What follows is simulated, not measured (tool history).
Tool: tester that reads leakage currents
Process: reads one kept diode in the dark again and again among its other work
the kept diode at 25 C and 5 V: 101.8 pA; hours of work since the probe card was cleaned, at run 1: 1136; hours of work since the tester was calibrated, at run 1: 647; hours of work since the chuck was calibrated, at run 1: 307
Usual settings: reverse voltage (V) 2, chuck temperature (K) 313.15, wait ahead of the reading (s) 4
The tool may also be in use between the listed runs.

run	hour	reverse voltage (V)	chuck temperature (K)	wait ahead of the reading (s)	hours of work since the probe card was cleaned	hours of work since the tester was calibrated	hours of work since the chuck was calibrated	current that the tester gives (pA)
1	0	2	313.15	4	1136	647	307	228.38
2	81.1	2	313.15	4	1176	687	347	230.09
3	193.3	2	313.15	4	1231	742	402	230.68
4	246	2	324.15	4	1257	768	428	473.77
5	298	2	313.15	4.37	1282	793	454	230.8
6	401.9	2	313.15	4.37	1333	844	505	233.58
7	464.7	2	313.15	4	1364	875	536	232.88
8	577.1	6.5	313.15	4	1420	931	591	343.31
9	678.1	6.5	313.15	4	1469	980	641	341.55
10	731.8	6.5	311.15	4	1496	1007	667	302.41
11	830	2	313.15	2.28	1544	1055	716	238.12
12	928	2	313.15	2.28	1592	1103	764	238.83
13	1017.2	2	313.15	0.33	1636	1147	808	241.81
14	1067.5	2	313.15	0.33	1661	1172	832	242.17
15	1167.9	2	313.15	0.33	1710	1221	882	241.96
# hour 1226.5: chuck's temperature calibrated
16	1237.4	4.09	313.15	0.33	1743	1255	5	308.49
17	1351.5	3.75	324.15	0.57	1800	1311	62	613.24
18	1456.6	3.75	324.15	0.57	1851	1362	113	614.65
19	1520.9	2	293.15	4	1883	1394	145	60.77
20	1589.3	4.49	301.15	2.46	1917	1428	178	141.57
21	1706.5	9.23	331.15	2.46	1974	1485	236	1250.42
22	1798.3	1.88	308.15	3.29	2019	1530	281	176.19
23	1847.3	4.75	322.15	0.79	2044	1555	305	594
# hour 1869.3: chuck's temperature calibrated, once more
24	1947.8	4.75	317.15	4.22	2092	1603	39	380.38
25	1998.9	4.75	317.15	4.22	2117	1628	64	379.84
26	2111.7	4.75	317.15	4.22	2173	1684	119	382.18
27	2168.6	4.75	317.15	4.22	2201	1712	147	384.65
28	2243.4	16.29	293.15	1.11	2237	1748	184	117.27

Forecast each of these 4 alternatives for the next run:
A	2362.1	18.21	303.15	0.88	2296	1807	242	?
B	2362.1	2	310.15	1.79	2296	1807	242	?
C	2362.1	16.63	313.15	0.93	2296	1807	242	?
D	2362.1	2	309.15	4	2296	1807	242	?

run	current that the tester gives (pA)
A	240.9
B	185
C	451.48
D	172.75
Without the tool's hidden state the same runs would have given:
run	current that the tester gives (pA)
A	221.08
B	181.39
C	431.54
D	169.23
